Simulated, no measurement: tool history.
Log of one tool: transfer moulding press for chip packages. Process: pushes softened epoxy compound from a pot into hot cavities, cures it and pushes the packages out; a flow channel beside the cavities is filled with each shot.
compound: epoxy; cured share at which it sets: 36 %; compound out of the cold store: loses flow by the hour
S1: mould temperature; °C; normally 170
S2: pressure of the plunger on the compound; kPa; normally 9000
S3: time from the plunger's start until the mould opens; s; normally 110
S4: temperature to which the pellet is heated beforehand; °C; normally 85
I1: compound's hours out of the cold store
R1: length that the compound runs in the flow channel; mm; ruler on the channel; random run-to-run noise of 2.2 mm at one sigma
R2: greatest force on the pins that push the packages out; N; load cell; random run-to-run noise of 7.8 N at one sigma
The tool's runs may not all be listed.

run   hour   S1    S2   S3  S4    I1   R1   R2
  1    0.0  170  9000  110  85  14.9  796  637
      13.8  -- cavities cleaned with cleaning compound and waxed
      24.2  -- plunger's sealing rings changed
  2   36.7  170  9000  110  85  39.9  713  425
  3   84.0  170  9000  139  85  23.8  778  515
  4  123.9  170  9000  139  85  20.6  789  571
     133.8  -- cavities cleaned with cleaning compound and waxed
  5  148.5  170  9200  139  85  45.3  689  390
  6  170.3  171  9000  128  87  19.7  791  464
  7  197.4  171  9000  128  87  23.1  771  549
  8  243.4  171  9000  128  87  33.1  722  611

Forecast run 9:
     249.5  -- cavities cleaned with cleaning compound and waxed
  9  273.5  171  9000  128  87  28.0   ?   ?

Run 9 measured R1 743 mm, R2 427 N.
On a tool with no hidden condition, and with the same random variation, this run would have come out at R1 765 mm, R2 317 N.
